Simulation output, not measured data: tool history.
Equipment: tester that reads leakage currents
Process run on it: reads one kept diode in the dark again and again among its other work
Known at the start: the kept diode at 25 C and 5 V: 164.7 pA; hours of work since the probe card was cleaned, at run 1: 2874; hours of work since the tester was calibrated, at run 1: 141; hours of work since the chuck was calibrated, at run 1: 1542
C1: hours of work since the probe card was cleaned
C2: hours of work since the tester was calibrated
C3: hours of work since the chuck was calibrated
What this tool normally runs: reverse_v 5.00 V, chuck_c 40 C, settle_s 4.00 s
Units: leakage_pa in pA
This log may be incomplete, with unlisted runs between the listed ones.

Run 1, hour 0.0: usual settings; C1 2874; C2 141; C3 1542. Result: leakage_pa 612.11 pA.
Run 2, hour 30.6: usual settings; C1 2888; C2 155; C3 1556. Result: leakage_pa 609.89 pA.
Run 3, hour 48.9: usual settings; C1 2896; C2 164; C3 1565. Result: leakage_pa 611.86 pA.
Run 4, hour 68.7: usual settings; C1 2906; C2 173; C3 1574. Result: leakage_pa 611.05 pA.
Run 5, hour 93.7: usual settings but chuck_c 21 C; C1 2917; C2 184; C3 1586. Result: leakage_pa 114.49 pA.
Run 6, hour 109.8: usual settings; C1 2925; C2 192; C3 1593. Result: leakage_pa 611.82 pA.
Run 7, hour 139.6: usual settings but chuck_c 22 C; C1 2938; C2 206; C3 1607. Result: leakage_pa 125.35 pA.
Run 8, hour 154.3: usual settings but chuck_c 22 C; C1 2945; C2 212; C3 1614. Result: leakage_pa 125.44 pA.
Run 9, hour 173.4: usual settings but chuck_c 22 C; C1 2954; C2 221; C3 1623. Result: leakage_pa 125.98 pA.
Run 10, hour 200.6: usual settings but chuck_c 22 C; C1 2967; C2 234; C3 1635. Result: leakage_pa 125.93 pA.
Run 11, hour 216.3: usual settings but settle_s 0.45 s; C1 2974; C2 241; C3 1643. Result: leakage_pa 612.74 pA.
Run 12, hour 240.6: usual settings but settle_s 0.45 s; C1 2985; C2 252; C3 1654. Result: leakage_pa 614.44 pA.
Run 13, hour 257.9: usual settings but settle_s 0.45 s; C1 2993; C2 260; C3 1662. Result: leakage_pa 614.73 pA.
Run 14, hour 283.2: usual settings; C1 3005; C2 272; C3 1674. Result: leakage_pa 608.11 pA.
Run 15, hour 302.5: usual settings but reverse_v 6.31 V; C1 3014; C2 281; C3 1683. Result: leakage_pa 674.23 pA.
Run 16, hour 318.6: usual settings but reverse_v 5.45 V, chuck_c 51 C, settle_s 3.34 s; C1 3021; C2 289; C3 1690. Result: leakage_pa 1531.30 pA.
Run 17, hour 335.6: usual settings but chuck_c 48 C, settle_s 0.47 s; C1 3029; C2 296; C3 1698. Result: leakage_pa 1174.00 pA.
Run 18, hour 358.6: usual settings but chuck_c 48 C, settle_s 0.47 s; C1 3040; C2 307; C3 1709. Result: leakage_pa 1173.38 pA.
At hour 374.4: probe card cleaned and baked.
Run 19, hour 382.6: usual settings but reverse_v 4.95 V, chuck_c 21 C; C1 4; C2 317; C3 1718. Result: leakage_pa 113.50 pA.
Run 20, hour 396.6: usual settings but reverse_v 9.83 V, chuck_c 26 C, settle_s 0.76 s; C1 10; C2 323; C3 1725. Result: leakage_pa 241.54 pA.
Run 21, hour 418.6: usual settings but reverse_v 1.95 V, chuck_c 24 C, settle_s 0.48 s; C1 21; C2 334; C3 1735. Result: leakage_pa 104.04 pA.
Run 22, hour 436.5: usual settings but reverse_v 1.95 V, chuck_c 24 C, settle_s 0.48 s; C1 29; C2 342; C3 1743. Result: leakage_pa 103.82 pA.
Run 23, hour 456.8: usual settings but reverse_v 1.95 V, chuck_c 25 C, settle_s 0.57 s; C1 38; C2 351; C3 1753. Result: leakage_pa 113.10 pA.
Run 24, hour 477.7: usual settings but reverse_v 15.44 V, chuck_c 25 C, settle_s 0.57 s; C1 48; C2 361; C3 1762. Result: leakage_pa 271.24 pA.
Run 25, hour 508.7: usual settings but reverse_v 15.44 V, chuck_c 25 C, settle_s 0.57 s; C1 62; C2 375; C3 1777. Result: leakage_pa 270.02 pA.
Run 26, hour 524.6: usual settings but reverse_v 15.44 V, chuck_c 25 C, settle_s 0.57 s; C1 70; C2 383; C3 1784. Result: leakage_pa 269.45 pA.
Run 27, hour 545.8: usual settings but reverse_v 16.01 V, chuck_c 32 C, settle_s 0.57 s; C1 79; C2 393; C3 1794. Result: leakage_pa 505.64 pA.
Run 28, hour 575.6: usual settings but chuck_c 23 C, settle_s 6.27 s; C1 93; C2 406; C3 1808. Result: leakage_pa 137.15 pA.
Run 29, hour 600.3: usual settings but chuck_c 23 C, settle_s 6.27 s; C1 105; C2 418; C3 1819. Result: leakage_pa 137.67 pA.
Run 30, hour 625.2: usual settings but chuck_c 23 C, settle_s 6.27 s; C1 116; C2 429; C3 1831. Result: leakage_pa 137.75 pA.

Alternative continuations, all from the tool just after run 30; predict every row:
Run A, hour 645.7: usual settings but reverse_v 2.53 V, chuck_c 39 C, settle_s 0.38 s; C1 126; C2 439; C3 1840. Result: leakage_pa ?.
Run B, hour 645.7: usual settings but reverse_v 11.33 V, chuck_c 30 C, settle_s 2.15 s; C1 126; C2 439; C3 1840. Result: leakage_pa ?.
Run C, hour 645.7: usual settings but reverse_v 2.91 V, chuck_c 24 C, settle_s 1.82 s; C1 126; C2 439; C3 1840. Result: leakage_pa ?.

run  leakage_pa
  A      427.85
  B      362.74
  C      121.52
With no hidden state in the tool, these same runs would have given:
run  leakage_pa
  A      427.16
  B      362.12
  C      121.31
